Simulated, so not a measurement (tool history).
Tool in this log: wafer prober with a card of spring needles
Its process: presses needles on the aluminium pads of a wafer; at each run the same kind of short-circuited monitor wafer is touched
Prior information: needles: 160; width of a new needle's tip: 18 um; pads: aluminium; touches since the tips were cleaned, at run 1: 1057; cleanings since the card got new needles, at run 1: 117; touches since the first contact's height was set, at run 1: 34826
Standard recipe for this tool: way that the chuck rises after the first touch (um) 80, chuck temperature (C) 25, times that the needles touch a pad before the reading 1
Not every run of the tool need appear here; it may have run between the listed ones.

run	hour	way that the chuck rises after the first touch (um)	chuck temperature (C)	times that the needles touch a pad before the reading	touches since the tips were cleaned	cleanings since the card got new needles	touches since the first contact's height was set	resistance of one needle with its contact and lead (mohm)	way that a needle slides on the pad (um)
1	0.0	80	25	1	1057	117	34826	184	10.09
# hour 11.2: tips cleaned on abrasive film
# hour 26.1: tips cleaned on abrasive film
# hour 44.7: tips cleaned on abrasive film
2	52.9	80	25	1	1415	120	43886	184	10.05
# hour 60.4: tips cleaned on abrasive film
# hour 75.3: tips cleaned on abrasive film
# hour 90.2: tips cleaned on abrasive film
3	101.4	87	25	1	1926	123	52185	186	10.95
# hour 108.8: tips cleaned on abrasive film
# hour 123.7: tips cleaned on abrasive film
# hour 138.6: tips cleaned on abrasive film
# hour 157.2: tips cleaned on abrasive film
# hour 175.8: tips cleaned on abrasive film
4	190.3	95	25	1	2502	128	67402	186	11.91
# hour 194.1: tips cleaned on abrasive film
# hour 209.0: tips cleaned on abrasive film
# hour 227.6: tips cleaned on abrasive film
# hour 246.2: tips cleaned on abrasive film
# hour 264.8: tips cleaned on abrasive film
# hour 279.7: tips cleaned on abrasive film
5	288.3	95	25	1	1478	134	84172	180	11.88
# hour 295.8: tips cleaned on abrasive film
# hour 314.4: tips cleaned on abrasive film
# hour 333.0: tips cleaned on abrasive film
# hour 351.6: tips cleaned on abrasive film
# hour 367.7: tips cleaned on abrasive film
6	367.7	80	25	1	0	139	97756	174	9.96
# hour 382.6: tips cleaned on abrasive film
# hour 397.5: tips cleaned on abrasive film
7	409.6	80	103	2	2080	141	104934	196	9.93
# hour 413.4: tips cleaned on abrasive film
# hour 432.0: tips cleaned on abrasive film
# hour 439.5: tips cleaned on abrasive film, once more
# hour 454.4: tips cleaned on abrasive film
# hour 473.0: tips cleaned on abrasive film
8	485.0	60	27	2	2076	146	117841	192	7.39
# hour 488.8: tips cleaned on abrasive film
# hour 503.7: tips cleaned on abrasive film
# hour 518.6: tips cleaned on abrasive film
# hour 537.2: tips cleaned on abrasive film
9	542.8	60	27	2	961	150	127720	179	7.33
# hour 554.0: tips cleaned on abrasive film
# hour 568.9: tips cleaned on abrasive film
# hour 583.8: tips cleaned on abrasive film
10	587.4	98	25	1	610	153	135338	176	12.16
# hour 602.3: tips cleaned on abrasive film
# hour 620.9: tips cleaned on abrasive film
# hour 639.5: tips cleaned on abrasive film
# hour 654.4: tips cleaned on abrasive film
# hour 673.0: tips cleaned on abrasive film
11	677.7	100	25	1	810	158	150803	182	12.40

Branching from run 11: 5 alternative next runs. What would each branch give?
# hour 688.9: tips cleaned on abrasive film
# hour 703.8: tips cleaned on abrasive film
# hour 704.1: height of the first contact set anew
# hour 722.7: tips cleaned on abrasive film
A	727.3	69	35	1	790	161	3976	?	?
# hour 688.9: tips cleaned on abrasive film
# hour 703.8: tips cleaned on abrasive film
# hour 704.1: height of the first contact set anew
# hour 722.7: tips cleaned on abrasive film
B	727.3	100	42	1	790	161	3976	?	?
# hour 688.9: tips cleaned on abrasive film
# hour 703.8: tips cleaned on abrasive film
# hour 704.1: height of the first contact set anew
# hour 722.7: tips cleaned on abrasive film
C	727.3	68	31	1	790	161	3976	?	?
# hour 688.9: tips cleaned on abrasive film
# hour 703.8: tips cleaned on abrasive film
# hour 704.1: height of the first contact set anew
# hour 722.7: tips cleaned on abrasive film
D	727.3	85	25	2	790	161	3976	?	?
# hour 688.9: tips cleaned on abrasive film
# hour 703.8: tips cleaned on abrasive film
# hour 704.1: height of the first contact set anew
# hour 722.7: tips cleaned on abrasive film
E	727.3	98	77	2	790	161	3976	?	?

run	resistance of one needle with its contact and lead (mohm)	way that a needle slides on the pad (um)
A	187	8.77
B	180	12.66
C	188	8.62
D	175	10.78
E	181	12.44
Without the tool's hidden state the same runs would have given:
run	resistance of one needle with its contact and lead (mohm)	way that a needle slides on the pad (um)
A	173	8.77
B	172	12.67
C	173	8.62
D	169	10.79
E	176	12.45
